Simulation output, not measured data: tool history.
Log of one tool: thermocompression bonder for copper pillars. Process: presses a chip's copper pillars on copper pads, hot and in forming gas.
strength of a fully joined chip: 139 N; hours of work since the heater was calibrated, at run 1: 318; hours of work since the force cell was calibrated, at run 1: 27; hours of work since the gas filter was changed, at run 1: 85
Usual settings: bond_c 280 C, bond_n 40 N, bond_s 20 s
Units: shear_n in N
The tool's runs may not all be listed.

run	hour	bond_c	bond_n	bond_s	hours of work since the heater was calibrated	hours of work since the force cell was calibrated	hours of work since the gas filter was changed	shear_n
1	0	280	40	20	318	27	85	51.5
2	16.2	280	40	20	329	37	95	51.1
3	29.2	280	40	20	337	45	103	50.4
4	40.5	280	40	41	344	52	110	64.7
5	55.5	280	40	41	354	62	120	65.4
# hour 65.8: forming gas filter changed
6	71.3	280	40	20	363	72	4	53.1
7	88.1	276	40	20	374	82	14	50.8
8	102.4	276	40	20	383	92	23	51.8
9	110.7	276	40	20	389	97	29	49
10	123.3	269	36	20	397	105	37	43.6
11	136.7	308	36	34	405	113	45	77
12	152.5	270	42	14	415	124	55	40.8
13	165.4	275	33	24	423	132	64	47.2
14	178	265	40	20	431	140	72	42.9

Run 15 comes next. What will it give?
15	185.7	276	40	56	436	145	76	?

{"run 15": {"shear_n": 71.1}}
Without the tool's hidden state the same run would have given shear_n 75.4 N.
